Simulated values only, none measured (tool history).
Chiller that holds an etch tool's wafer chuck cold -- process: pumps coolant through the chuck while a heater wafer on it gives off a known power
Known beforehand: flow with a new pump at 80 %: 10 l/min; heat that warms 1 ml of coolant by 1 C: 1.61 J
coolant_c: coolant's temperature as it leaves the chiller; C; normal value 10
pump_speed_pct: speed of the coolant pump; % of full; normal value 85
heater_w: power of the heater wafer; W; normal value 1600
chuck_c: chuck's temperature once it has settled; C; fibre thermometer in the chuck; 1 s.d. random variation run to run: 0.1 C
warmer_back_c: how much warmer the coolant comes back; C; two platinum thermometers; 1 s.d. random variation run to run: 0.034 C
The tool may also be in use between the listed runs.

run,hour,coolant_c,pump_speed_pct,heater_w,chuck_c,warmer_back_c
1,0.0,10,85,1600,27.5,5.68
2,27.0,10,85,1657,28.2,5.87
3,58.2,10,85,1657,28.3,5.92
4,85.5,12,85,1600,29.5,5.73
5,118.2,12,85,1600,29.5,5.65
6,174.2,10,85,1600,27.7,5.68
7,225.1,10,96,1600,25.9,4.99
8,248.8,10,96,1257,22.5,3.84
9,287.6,10,96,1257,22.6,3.92
10,330.7,10,96,1257,22.8,3.95
11,378.8,10,96,1257,22.6,3.93
12,423.7,10,96,1257,22.5,3.89
13,452.7,10,96,1257,22.6,3.98
# hour 460.0: coolant pump overhauled
14,499.0,10,85,1290,24.8,4.66
15,531.5,10,85,1290,24.8,4.72
16,565.0,10,85,1290,25.0,4.71
17,606.8,14,80,1330,30.2,5.16
18,655.2,13,85,1500,30.3,5.43
19,709.6,2,91,1589,19.1,5.37
# hour 719.6: coolant changed, channels flushed
# hour 753.4: coolant pump overhauled, once more
20,775.1,11,98,849,18.8,2.56
21,809.5,4,68,853,14.9,3.86
22,862.1,4,68,853,14.9,3.86
23,902.4,17,68,853,27.9,3.86
24,954.3,17,68,853,28.1,3.87
25,991.5,17,66,853,28.2,3.94
26,1036.3,17,66,853,28.5,3.95
27,1092.7,3,85,1124,14.7,3.99
28,1118.9,3,94,1117,13.5,3.50
29,1143.1,7,94,1474,20.8,4.73
30,1193.6,10,63,1600,31.7,7.86
31,1224.4,11,82,1073,22.9,3.92

Measured minus without-hidden-state, run by run (identical run-to-run variation in each term; gauge scatter may differ):
Unlogged tool condition in this case: heat passed by the chuck's channels, % of clean ones'; flow at a given pump speed, % of a new pump's; coolant's true temperature over the reading, C; drift of the gauge itself on chuck_c, C; drift of the gauge itself on warmer_back_c, C.
run,chuck_c,warmer_back_c
1,+2.2,+0.08
2,+2.4,+0.09
3,+2.4,+0.09
4,+2.3,+0.09
5,+2.4,+0.10
6,+2.4,+0.10
7,+2.3,+0.09
8,+1.9,+0.07
9,+1.9,+0.07
10,+2.0,+0.08
11,+2.0,+0.08
12,+2.0,+0.08
13,+2.0,+0.09
14,+2.5,+0.16
15,+2.5,+0.17
16,+2.6,+0.17
17,+2.8,+0.18
18,+2.9,+0.20
19,+3.0,+0.20
20,+0.7,+0.02
21,+0.8,+0.02
22,+0.8,+0.03
23,+0.9,+0.03
24,+0.8,+0.03
25,+0.9,+0.03
26,+0.9,+0.04
27,+1.0,+0.05
28,+1.0,+0.04
29,+1.1,+0.06
30,+1.4,+0.10
31,+1.1,+0.06

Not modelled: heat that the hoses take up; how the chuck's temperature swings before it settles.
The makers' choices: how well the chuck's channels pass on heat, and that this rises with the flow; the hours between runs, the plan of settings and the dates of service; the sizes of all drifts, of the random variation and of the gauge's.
